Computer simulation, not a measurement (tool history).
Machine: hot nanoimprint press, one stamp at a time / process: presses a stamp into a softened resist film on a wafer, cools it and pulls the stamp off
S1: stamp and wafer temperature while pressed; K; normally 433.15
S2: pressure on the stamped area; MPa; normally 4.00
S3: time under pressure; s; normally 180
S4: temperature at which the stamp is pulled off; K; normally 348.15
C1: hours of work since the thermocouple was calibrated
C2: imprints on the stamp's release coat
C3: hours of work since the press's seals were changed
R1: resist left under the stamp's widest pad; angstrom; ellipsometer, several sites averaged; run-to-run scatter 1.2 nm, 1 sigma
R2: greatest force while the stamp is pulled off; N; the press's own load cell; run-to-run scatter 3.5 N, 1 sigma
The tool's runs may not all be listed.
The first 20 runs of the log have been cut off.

run 21 hour=305.4 | S1=433.15 S2=3.44 S3=199 S4=348.15 | C1=57 C2=94 C3=330 | R1=1808 R2=235
run 22 hour=319.4 | S1=429.15 S2=4.86 S3=162 S4=355.15 | C1=67 C2=152 C3=340 | R1=1990 R2=201
run 23 hour=339.1 | S1=429.15 S2=3.95 S3=162 S4=334.15 | C1=81 C2=233 C3=354 | R1=2202 R2=290
run 24 hour=349.6 | S1=429.15 S2=3.95 S3=162 S4=334.15 | C1=89 C2=276 C3=361 | R1=2181 R2=283
run 25 hour=366.7 | S1=429.15 S2=3.95 S3=162 S4=334.15 | C1=101 C2=347 C3=374 | R1=2215 R2=305
run 26 hour=388.1 | S1=429.15 S2=3.95 S3=162 S4=334.15 | C1=116 C2=435 C3=389 | R1=2164 R2=300
run 27 hour=404.2 | S1=433.15 S2=2.72 S3=315 S4=348.15 | C1=128 C2=501 C3=400 | R1=1710 R2=250
run 28 hour=419.1 | S1=433.15 S2=4.51 S3=180 S4=346.15 | C1=138 C2=563 C3=411 | R1=1710 R2=253
run 29 hour=439.4 | S1=433.15 S2=5.77 S3=110 S4=354.15 | C1=153 C2=646 C3=425 | R1=1849 R2=227
run 30 hour=453.9 | S1=433.15 S2=5.77 S3=110 S4=354.15 | C1=163 C2=706 C3=436 | R1=1863 R2=235

Predict each of these 4 candidate next runs independently; none follows another, all start after run 30:
run A hour=464.3 | S1=433.15 S2=4.95 S3=180 S4=349.15 | C1=170 C2=749 C3=443 | R1=? R2=?
run B hour=464.3 | S1=442.15 S2=5.77 S3=216 S4=354.15 | C1=170 C2=749 C3=443 | R1=? R2=?
run C hour=464.3 | S1=433.15 S2=3.53 S3=170 S4=342.15 | C1=170 C2=749 C3=443 | R1=? R2=?
run D hour=464.3 | S1=435.15 S2=4.00 S3=113 S4=341.15 | C1=170 C2=749 C3=443 | R1=? R2=?

run=A R1=1639 R2=246
run=B R1=960 R2=238
run=C R1=1965 R2=283
run=D R1=1972 R2=289
Take away the tool's hidden state, keep each run's random variation, and the runs would have read:
run=A R1=1575 R2=223
run=B R1=922 R2=215
run=C R1=1896 R2=256
run=D R1=1905 R2=262
